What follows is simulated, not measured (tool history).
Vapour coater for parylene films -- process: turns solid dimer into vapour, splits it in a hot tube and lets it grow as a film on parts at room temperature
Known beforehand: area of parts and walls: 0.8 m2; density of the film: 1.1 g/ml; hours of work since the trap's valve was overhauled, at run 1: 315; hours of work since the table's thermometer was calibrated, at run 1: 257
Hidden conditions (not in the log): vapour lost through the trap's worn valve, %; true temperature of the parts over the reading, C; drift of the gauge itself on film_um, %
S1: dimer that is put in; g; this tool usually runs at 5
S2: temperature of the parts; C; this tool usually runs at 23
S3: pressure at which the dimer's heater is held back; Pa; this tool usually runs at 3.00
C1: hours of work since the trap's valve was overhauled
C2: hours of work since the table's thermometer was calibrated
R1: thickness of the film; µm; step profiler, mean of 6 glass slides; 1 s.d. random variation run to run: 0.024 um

run 1 day=0.000 | S1=5 S2=23 S3=3.00 | C1=315 C2=257 | R1=3.06
run 2 day=0.350 | S1=5 S2=23 S3=4.84 | C1=321 C2=263 | R1=2.71
run 3 day=0.788 | S1=5 S2=23 S3=4.84 | C1=329 C2=270 | R1=2.70
run 4 day=1.225 | S1=5 S2=33 S3=4.84 | C1=336 C2=278 | R1=2.26
run 5 day=1.758 | S1=5 S2=23 S3=10.78 | C1=345 C2=287 | R1=2.22
run 6 day=2.317 | S1=5 S2=23 S3=10.78 | C1=355 C2=297 | R1=2.25
run 7 day=2.696 | S1=5 S2=23 S3=10.78 | C1=361 C2=303 | R1=2.25
run 8 day=3.242 | S1=5 S2=23 S3=10.78 | C1=370 C2=312 | R1=2.27
run 9 day=4.012 | S1=5 S2=23 S3=10.78 | C1=384 C2=325 | R1=2.21
-- day=4.242 trap's valve overhauled
run 10 day=4.750 | S1=5 S2=23 S3=10.78 | C1=9 C2=335 | R1=2.14
run 11 day=5.221 | S1=5 S2=23 S3=10.78 | C1=17 C2=343 | R1=2.12
run 12 day=5.708 | S1=5 S2=23 S3=10.78 | C1=25 C2=352 | R1=2.15
run 13 day=6.429 | S1=7 S2=21 S3=4.92 | C1=37 C2=364 | R1=3.71
run 14 day=7.254 | S1=5 S2=21 S3=4.42 | C1=51 C2=378 | R1=2.73
run 15 day=7.846 | S1=5 S2=21 S3=4.42 | C1=61 C2=388 | R1=2.74
-- day=8.825 trap's valve overhauled, once more
run 16 day=8.842 | S1=5 S2=31 S3=3.00 | C1=0 C2=402 | R1=2.74
run 17 day=9.546 | S1=5 S2=23 S3=2.31 | C1=12 C2=414 | R1=3.40
run 18 day=10.283 | S1=5 S2=23 S3=2.31 | C1=25 C2=427 | R1=3.35
run 19 day=10.917 | S1=5 S2=28 S3=3.32 | C1=36 C2=438 | R1=2.80
run 20 day=11.529 | S1=6 S2=23 S3=2.62 | C1=46 C2=448 | R1=3.89
run 21 day=12.300 | S1=6 S2=23 S3=2.62 | C1=59 C2=461 | R1=3.86
run 22 day=12.838 | S1=3 S2=23 S3=8.77 | C1=68 C2=470 | R1=1.48
run 23 day=13.412 | S1=3 S2=23 S3=8.77 | C1=78 C2=480 | R1=1.47
run 24 day=14.025 | S1=3 S2=23 S3=8.77 | C1=89 C2=491 | R1=1.46

3 ways to go on from here, each from the tool as it stands after run 24. What would each give?
run A day=14.679 | S1=6 S2=22 S3=4.20 | C1=100 C2=502 | R1=?
run B day=14.679 | S1=3 S2=21 S3=3.83 | C1=100 C2=502 | R1=?
run C day=14.679 | S1=7 S2=17 S3=11.20 | C1=100 C2=502 | R1=?

run=A R1=3.50
run=B R1=1.86
run=C R1=3.61
Take away the tool's hidden state, keep each run's random variation, and the runs would have read:
run=A R1=3.60
run=B R1=1.91
run=C R1=3.71
